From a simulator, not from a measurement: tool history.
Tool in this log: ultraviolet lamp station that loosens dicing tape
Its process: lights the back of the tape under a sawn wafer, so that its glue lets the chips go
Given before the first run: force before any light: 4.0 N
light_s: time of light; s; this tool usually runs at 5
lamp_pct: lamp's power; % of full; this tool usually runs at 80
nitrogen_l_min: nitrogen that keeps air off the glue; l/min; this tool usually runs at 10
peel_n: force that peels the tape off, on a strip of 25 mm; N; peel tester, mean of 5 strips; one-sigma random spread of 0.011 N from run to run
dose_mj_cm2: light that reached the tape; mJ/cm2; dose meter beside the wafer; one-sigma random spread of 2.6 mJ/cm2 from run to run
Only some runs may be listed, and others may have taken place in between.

run	hour	light_s	lamp_pct	nitrogen_l_min	peel_n	dose_mj_cm2
1	0.0	5	80	10	0.664	270
2	75.9	5	80	10	0.719	268
# hour 110.6: window cleaned of glue's vapour
3	118.6	5	80	10	0.653	285
4	159.8	5	80	10	0.648	284
5	219.8	3	80	10	1.345	169
6	280.4	3	80	10	1.346	166
7	332.6	3	80	9	1.444	167
8	425.1	3	80	9	1.410	164
9	506.0	5	80	10	0.721	266
10	577.1	5	80	17	0.560	265
11	647.9	5	80	17	0.545	264
12	710.0	5	80	4	1.271	253
13	760.4	5	80	4	1.267	253
14	837.0	3	92	14	1.134	175
15	935.6	3	92	14	1.156	173
16	1023.4	3	92	14	1.194	166
17	1068.4	7	92	14	0.276	393
18	1118.3	2	69	3	2.786	81
# hour 1168.1: lamp changed
19	1197.1	2	69	3	2.527	108
20	1266.4	2	69	16	1.760	103
21	1344.0	2	80	10	1.752	123
# hour 1394.7: window cleaned of glue's vapour
22	1394.7	7	90	5	0.358	505
23	1470.6	7	94	4	0.404	525
24	1560.9	5	80	10	0.535	321

Forecast each of these 3 alternatives for the next run:
A	1635.0	5	92	9	?	?
B	1635.0	3	80	7	?	?
C	1635.0	6	74	10	?	?

run	peel_n	dose_mj_cm2
A	0.435	365
B	1.345	189
C	0.454	349
With the hidden condition removed and each run's random variation left untouched, the same runs would have given:
run	peel_n	dose_mj_cm2
A	0.378	390
B	1.249	202
C	0.394	373
